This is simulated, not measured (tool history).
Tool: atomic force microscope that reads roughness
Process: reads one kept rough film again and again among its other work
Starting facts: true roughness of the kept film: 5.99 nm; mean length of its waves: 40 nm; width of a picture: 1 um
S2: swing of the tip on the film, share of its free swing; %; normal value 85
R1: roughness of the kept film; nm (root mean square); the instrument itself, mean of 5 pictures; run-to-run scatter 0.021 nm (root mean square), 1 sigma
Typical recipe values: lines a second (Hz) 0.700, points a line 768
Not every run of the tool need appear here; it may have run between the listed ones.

Run 1, hour 0.0: usual settings. Result: R1 5.245 nm (root mean square).
Run 2, hour 25.3: usual settings but points a line 426. Result: R1 5.151 nm (root mean square).
Run 3, hour 58.1: usual settings. Result: R1 5.107 nm (root mean square).
Run 4, hour 88.5: usual settings but S2 77 %. Result: R1 5.095 nm (root mean square).
Run 5, hour 108.4: usual settings but S2 77 %. Result: R1 5.053 nm (root mean square).
Run 6, hour 143.4: usual settings but S2 77 %. Result: R1 5.014 nm (root mean square).
Run 7, hour 179.6: usual settings. Result: R1 4.818 nm (root mean square).
Run 8, hour 209.1: usual settings. Result: R1 4.791 nm (root mean square).
Run 9, hour 227.3: usual settings. Result: R1 4.745 nm (root mean square).
Run 10, hour 253.0: usual settings. Result: R1 4.696 nm (root mean square).
Run 11, hour 285.8: usual settings but S2 65 %. Result: R1 4.831 nm (root mean square).
At hour 308.6: new tip fitted.
Run 12, hour 312.9: usual settings but points a line 667. Result: R1 5.222 nm (root mean square).
Run 13, hour 330.3: usual settings. Result: R1 5.192 nm (root mean square).
Run 14, hour 362.1: usual settings but lines a second (Hz) 1.528, S2 87 %, points a line 651. Result: R1 4.730 nm (root mean square).
Run 15, hour 381.6: usual settings but lines a second (Hz) 3.153, S2 62 %, points a line 535. Result: R1 4.984 nm (root mean square).
Run 16, hour 420.2: usual settings but lines a second (Hz) 3.153, S2 62 %, points a line 535. Result: R1 4.917 nm (root mean square).
Run 17, hour 458.6: usual settings but lines a second (Hz) 3.153, S2 62 %, points a line 535. Result: R1 4.804 nm (root mean square).
Run 18, hour 495.0: usual settings but lines a second (Hz) 3.153, S2 62 %, points a line 535. Result: R1 4.735 nm (root mean square).
Run 19, hour 520.9: usual settings but lines a second (Hz) 3.153, S2 62 %, points a line 535. Result: R1 4.685 nm (root mean square).
Run 20, hour 545.8: usual settings but lines a second (Hz) 3.153, S2 62 %, points a line 535. Result: R1 4.650 nm (root mean square).
Run 21, hour 574.1: usual settings but lines a second (Hz) 2.569. Result: R1 4.056 nm (root mean square).
Run 22, hour 591.6: usual settings but lines a second (Hz) 3.776. Result: R1 3.700 nm (root mean square).
At hour 618.0: new tip fitted.
Run 23, hour 618.0: usual settings but lines a second (Hz) 3.776. Result: R1 4.168 nm (root mean square).
Run 24, hour 640.1: usual settings but lines a second (Hz) 3.776, S2 84 %, points a line 518. Result: R1 4.184 nm (root mean square).
Run 25, hour 676.5: usual settings but lines a second (Hz) 3.776, S2 84 %, points a line 518. Result: R1 4.105 nm (root mean square).

Each row is a separate what-if for the run after 25, all from the same tool condition, not one after another. Results?
Run A, hour 704.1: usual settings but lines a second (Hz) 1.101, S2 84 %, points a line 518. Result: R1 ?.
Run B, hour 704.1: usual settings but lines a second (Hz) 1.076, S2 84 %, points a line 715. Result: R1 ?.
Run C, hour 704.1: usual settings but lines a second (Hz) 0.766, S2 77 %, points a line 518. Result: R1 ?.
Run D, hour 704.1: usual settings but lines a second (Hz) 3.776, S2 60 %, points a line 446. Result: R1 ?.
Run E, hour 704.1: usual settings but lines a second (Hz) 1.554. Result: R1 ?.

run     R1
  A  4.928
  B  4.904
  C  5.120
  D  4.946
  E  4.746
Stripped of hidden state, with their random variation kept, the same runs would have yielded:
run     R1
  A  5.129
  B  5.104
  C  5.328
  D  5.147
  E  4.940
